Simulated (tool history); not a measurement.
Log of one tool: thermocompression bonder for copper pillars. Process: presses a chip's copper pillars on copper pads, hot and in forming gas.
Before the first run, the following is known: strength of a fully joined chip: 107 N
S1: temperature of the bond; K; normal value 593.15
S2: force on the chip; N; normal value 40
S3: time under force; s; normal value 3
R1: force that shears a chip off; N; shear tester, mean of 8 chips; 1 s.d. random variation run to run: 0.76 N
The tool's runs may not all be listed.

| run | day | S1 | S2 | S3 | R1 |
|---|---|---|---|---|---|
| 1 | 0.000 | 593.15 | 40 | 3 | 59.4 |
| 2 | 0.883 | 593.15 | 40 | 3 | 58.4 |
| 3 | 1.812 | 593.15 | 40 | 2 | 51.5 |
| 4 | 2.725 | 593.15 | 40 | 3 | 59.3 |
| 5 | 3.771 | 593.15 | 40 | 2 | 51.8 |
| 6 | 4.588 | 593.15 | 40 | 2 | 49.7 |
|  | 5.917 | forming gas filter changed |
| 7 | 5.967 | 593.15 | 40 | 2 | 54.3 |
| 8 | 6.746 | 593.15 | 40 | 3 | 62.0 |
| 9 | 8.079 | 593.15 | 40 | 2 | 53.5 |
|  | 8.433 | heater calibrated with a thermocouple chip |
| 10 | 9.388 | 581.15 | 40 | 3 | 48.2 |
| 11 | 10.454 | 581.15 | 40 | 5 | 55.9 |
| 12 | 11.508 | 581.15 | 40 | 5 | 55.5 |
| 13 | 12.846 | 581.15 | 40 | 5 | 55.5 |
| 14 | 13.879 | 593.15 | 34 | 3 | 45.3 |
| 15 | 15.158 | 593.15 | 34 | 3 | 47.7 |
| 16 | 16.338 | 593.15 | 34 | 3 | 46.3 |
|  | 16.767 | forming gas filter changed |
| 17 | 17.021 | 593.15 | 49 | 3 | 65.3 |
| 18 | 18.329 | 595.15 | 55 | 5 | 80.5 |
| 19 | 19.533 | 593.15 | 38 | 4 | 59.1 |
| 20 | 20.829 | 593.15 | 38 | 4 | 58.4 |
| 21 | 22.079 | 593.15 | 38 | 4 | 57.6 |
| 22 | 23.162 | 593.15 | 27 | 3 | 38.9 |
| 23 | 24.317 | 592.15 | 27 | 3 | 39.4 |
| 24 | 25.100 | 592.15 | 40 | 3 | 52.3 |
| 25 | 26.262 | 590.15 | 48 | 5 | 67.7 |
| 26 | 27.188 | 583.15 | 42 | 3 | 49.8 |
|  | 27.558 | forming gas filter changed |
| 27 | 28.304 | 583.15 | 42 | 3 | 53.7 |
| 28 | 29.571 | 583.15 | 42 | 3 | 52.7 |
| 29 | 30.421 | 605.15 | 51 | 3 | 73.4 |
| 30 | 31.058 | 605.15 | 51 | 3 | 72.8 |
| 31 | 32.338 | 573.15 | 52 | 3 | 56.4 |
| 32 | 33.604 | 623.15 | 26 | 4 | 58.7 |

Here are 3 independent what-if runs from the current tool condition. What would each one return?
|  | 33.896 | force cell calibrated |
| A | 34.775 | 607.15 | 37 | 2 | ? |
|  | 33.896 | force cell calibrated |
| B | 34.775 | 616.15 | 40 | 3 | ? |
|  | 33.896 | force cell calibrated |
| C | 34.775 | 607.15 | 40 | 6 | ? |

| run | R1 |
|---|---|
| A | 53.8 |
| B | 69.9 |
| C | 77.8 |
With no hidden state in the tool, these same runs would have given:
| run | R1 |
|---|---|
| A | 53.1 |
| B | 70.1 |
| C | 78.5 |
